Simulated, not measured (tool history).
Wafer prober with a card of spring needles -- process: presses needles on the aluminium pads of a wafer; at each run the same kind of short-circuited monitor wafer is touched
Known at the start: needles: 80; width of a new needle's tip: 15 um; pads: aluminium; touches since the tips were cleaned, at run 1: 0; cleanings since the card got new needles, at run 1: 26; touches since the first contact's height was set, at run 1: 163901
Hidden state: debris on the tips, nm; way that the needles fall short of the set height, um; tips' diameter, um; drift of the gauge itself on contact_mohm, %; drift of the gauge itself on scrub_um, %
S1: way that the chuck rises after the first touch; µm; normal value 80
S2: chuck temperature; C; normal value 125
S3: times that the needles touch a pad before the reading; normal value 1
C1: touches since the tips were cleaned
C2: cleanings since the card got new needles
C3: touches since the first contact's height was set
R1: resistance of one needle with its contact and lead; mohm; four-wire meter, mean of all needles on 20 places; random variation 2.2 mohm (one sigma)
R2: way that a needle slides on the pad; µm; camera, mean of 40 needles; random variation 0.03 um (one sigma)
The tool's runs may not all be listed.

| run | day | S1 | S2 | S3 | C1 | C2 | C3 | R1 | R2 |
|---|---|---|---|---|---|---|---|---|---|
| 1 | 0.000 | 80 | 125 | 1 | 0 | 26 | 163901 | 251 | 12.03 |
| 2 | 0.438 | 80 | 125 | 1 | 3395 | 26 | 167296 | 253 | 12.01 |
|  | 0.758 | tips cleaned on abrasive film |
| 3 | 0.954 | 80 | 125 | 1 | 1521 | 27 | 171246 | 248 | 12.00 |
|  | 1.521 | tips cleaned on abrasive film |
| 4 | 1.521 | 80 | 125 | 1 | 0 | 28 | 175590 | 251 | 12.04 |
| 5 | 2.196 | 80 | 125 | 1 | 5231 | 28 | 180821 | 250 | 12.01 |
|  | 2.275 | tips cleaned on abrasive film |
| 6 | 2.667 | 96 | 125 | 1 | 3025 | 29 | 184418 | 246 | 14.44 |
|  | 3.025 | tips cleaned on abrasive film |
| 7 | 3.133 | 96 | 125 | 1 | 823 | 30 | 187979 | 248 | 14.38 |
|  | 3.804 | tips cleaned on abrasive film |
| 8 | 3.862 | 96 | 125 | 1 | 454 | 31 | 193599 | 243 | 14.49 |
| 9 | 4.275 | 96 | 125 | 1 | 3625 | 31 | 196770 | 250 | 14.49 |
|  | 4.596 | tips cleaned on abrasive film |
| 10 | 4.879 | 77 | 125 | 1 | 2211 | 32 | 201434 | 254 | 11.58 |
|  | 5.400 | tips cleaned on abrasive film |
| 11 | 5.642 | 80 | 125 | 1 | 1885 | 33 | 207288 | 252 | 12.07 |
| 12 | 6.012 | 80 | 125 | 1 | 4745 | 33 | 210148 | 250 | 12.03 |
|  | 6.162 | tips cleaned on abrasive film |
| 13 | 6.429 | 80 | 125 | 2 | 2050 | 34 | 213326 | 253 | 12.02 |
|  | 6.929 | tips cleaned on abrasive film |
| 14 | 6.938 | 88 | 41 | 1 | 68 | 35 | 217245 | 226 | 13.30 |
| 15 | 7.254 | 73 | 53 | 2 | 2487 | 35 | 219664 | 232 | 10.94 |
|  | 7.508 | height of the first contact set anew |
| 16 | 7.658 | 73 | 53 | 2 | 5518 | 35 | 1135 | 234 | 10.99 |
|  | 7.700 | tips cleaned on abrasive film |
| 17 | 7.971 | 73 | 53 | 2 | 2111 | 36 | 3539 | 232 | 10.98 |
| 18 | 8.375 | 73 | 72 | 2 | 5229 | 36 | 6657 | 239 | 10.97 |
|  | 8.500 | tips cleaned on abrasive film |
| 19 | 8.742 | 73 | 72 | 2 | 1868 | 37 | 9459 | 239 | 11.02 |
|  | 9.279 | tips cleaned on abrasive film |
| 20 | 9.300 | 96 | 29 | 1 | 189 | 38 | 13750 | 222 | 14.42 |
| 21 | 9.779 | 96 | 29 | 1 | 3886 | 38 | 17447 | 221 | 14.45 |
|  | 10.067 | tips cleaned on abrasive film |
| 22 | 10.167 | 80 | 75 | 1 | 797 | 39 | 20412 | 238 | 12.02 |
| 23 | 10.567 | 80 | 95 | 1 | 3879 | 39 | 23494 | 239 | 12.02 |
|  | 10.817 | tips cleaned on abrasive film |
| 24 | 11.000 | 80 | 46 | 1 | 1393 | 40 | 26797 | 229 | 12.06 |
|  | 11.604 | tips cleaned on abrasive film |
| 25 | 11.742 | 80 | 125 | 1 | 1062 | 41 | 32524 | 251 | 12.06 |

Here are 4 independent what-if runs from the current tool condition. What would each one return?
|  | 12.358 | tips cleaned on abrasive film |
| A | 12.358 | 80 | 125 | 1 | 0 | 42 | 37257 | ? | ? |
|  | 12.358 | tips cleaned on abrasive film |
| B | 12.358 | 69 | 69 | 1 | 0 | 42 | 37257 | ? | ? |
|  | 12.358 | tips cleaned on abrasive film |
| C | 12.358 | 75 | 39 | 1 | 0 | 42 | 37257 | ? | ? |
|  | 12.358 | tips cleaned on abrasive film |
| D | 12.358 | 78 | 125 | 1 | 0 | 42 | 37257 | ? | ? |

| run | R1 | R2 |
|---|---|---|
| A | 251 | 12.06 |
| B | 244 | 10.39 |
| C | 226 | 11.34 |
| D | 247 | 11.74 |
With the hidden condition removed and each run's random variation left untouched, the same runs would have given:
| run | R1 | R2 |
|---|---|---|
| A | 251 | 12.06 |
| B | 244 | 10.39 |
| C | 226 | 11.34 |
| D | 247 | 11.74 |

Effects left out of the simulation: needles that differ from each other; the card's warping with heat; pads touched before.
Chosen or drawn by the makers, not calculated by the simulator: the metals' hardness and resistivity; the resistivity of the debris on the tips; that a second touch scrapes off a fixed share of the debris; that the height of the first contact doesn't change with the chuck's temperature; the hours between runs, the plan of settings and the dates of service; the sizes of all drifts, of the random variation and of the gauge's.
